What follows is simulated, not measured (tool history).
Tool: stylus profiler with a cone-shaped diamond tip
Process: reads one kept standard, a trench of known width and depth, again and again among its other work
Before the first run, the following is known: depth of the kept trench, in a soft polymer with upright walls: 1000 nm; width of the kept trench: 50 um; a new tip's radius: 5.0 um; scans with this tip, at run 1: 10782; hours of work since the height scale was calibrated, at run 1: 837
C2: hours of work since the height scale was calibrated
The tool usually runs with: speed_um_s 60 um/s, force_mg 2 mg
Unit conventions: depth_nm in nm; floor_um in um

run 1 hour=0 | speed_um_s=60 force_mg=2 | scans_with_this_tip=10782 C2=837 | depth_nm=1017.37 floor_um=42.12
run 2 hour=22.2 | speed_um_s=60 force_mg=2 | scans_with_this_tip=10993 C2=853 | depth_nm=1017.04 floor_um=42.09
run 3 hour=40.3 | speed_um_s=60 force_mg=2 | scans_with_this_tip=11165 C2=866 | depth_nm=1016.95 floor_um=42.07
run 4 hour=58.2 | speed_um_s=60 force_mg=2 | scans_with_this_tip=11335 C2=880 | depth_nm=1016.82 floor_um=42.09
run 5 hour=86.7 | speed_um_s=60 force_mg=2 | scans_with_this_tip=11607 C2=901 | depth_nm=1017.39 floor_um=42.04
run 6 hour=107.9 | speed_um_s=60 force_mg=2 | scans_with_this_tip=11808 C2=916 | depth_nm=1017.42 floor_um=42.02
run 7 hour=133.1 | speed_um_s=60 force_mg=2 | scans_with_this_tip=12047 C2=935 | depth_nm=1017.23 floor_um=41.94
run 8 hour=161.6 | speed_um_s=60 force_mg=2 | scans_with_this_tip=12319 C2=956 | depth_nm=1017.55 floor_um=41.89
run 9 hour=196.5 | speed_um_s=60 force_mg=2 | scans_with_this_tip=12651 C2=982 | depth_nm=1017.8 floor_um=41.9
run 10 hour=234.6 | speed_um_s=60 force_mg=2 | scans_with_this_tip=13013 C2=1010 | depth_nm=1017.94 floor_um=41.85
run 11 hour=270.8 | speed_um_s=60 force_mg=2 | scans_with_this_tip=13358 C2=1037 | depth_nm=1017.59 floor_um=41.8
run 12 hour=308.3 | speed_um_s=60 force_mg=5.36 | scans_with_this_tip=13715 C2=1064 | depth_nm=1031.61 floor_um=41.91
run 13 hour=329.1 | speed_um_s=60 force_mg=2.48 | scans_with_this_tip=13912 C2=1080 | depth_nm=1020.25 floor_um=41.78
run 14 hour=364.2 | speed_um_s=50 force_mg=2.48 | scans_with_this_tip=14247 C2=1106 | depth_nm=1020.34 floor_um=41.82
run 15 hour=382 | speed_um_s=50 force_mg=2.48 | scans_with_this_tip=14416 C2=1119 | depth_nm=1020.3 floor_um=41.78
run 16 hour=416.5 | speed_um_s=50 force_mg=2.48 | scans_with_this_tip=14745 C2=1144 | depth_nm=1019.98 floor_um=41.75
run 17 hour=441.2 | speed_um_s=50 force_mg=2.48 | scans_with_this_tip=14980 C2=1162 | depth_nm=1019.71 floor_um=41.73
-- hour=444.6 height scale calibrated on a step standard
run 18 hour=467.2 | speed_um_s=197 force_mg=2.85 | scans_with_this_tip=15222 C2=17 | depth_nm=1022.58 floor_um=40.89
run 19 hour=498.9 | speed_um_s=42 force_mg=2.2 | scans_with_this_tip=15524 C2=40 | depth_nm=1019.54 floor_um=41.72
run 20 hour=536 | speed_um_s=164 force_mg=0.81 | scans_with_this_tip=15876 C2=67 | depth_nm=1011.68 floor_um=40.24
run 21 hour=555.6 | speed_um_s=213 force_mg=2.69 | scans_with_this_tip=16063 C2=82 | depth_nm=1022.08 floor_um=40.71
run 22 hour=574.7 | speed_um_s=67 force_mg=5.29 | scans_with_this_tip=16244 C2=96 | depth_nm=1032.67 floor_um=41.6

Expected results for the next run?
run 23 hour=592 | speed_um_s=38 force_mg=2.11 | scans_with_this_tip=16409 C2=109 | depth_nm=? floor_um=?

depth_nm: 1019.2 nm
floor_um: 41.53 um
Take away the tool's hidden state, keep the run-to-run variation as it was, and the same run would have given depth_nm 1015.52 nm, floor_um 43.73 um.
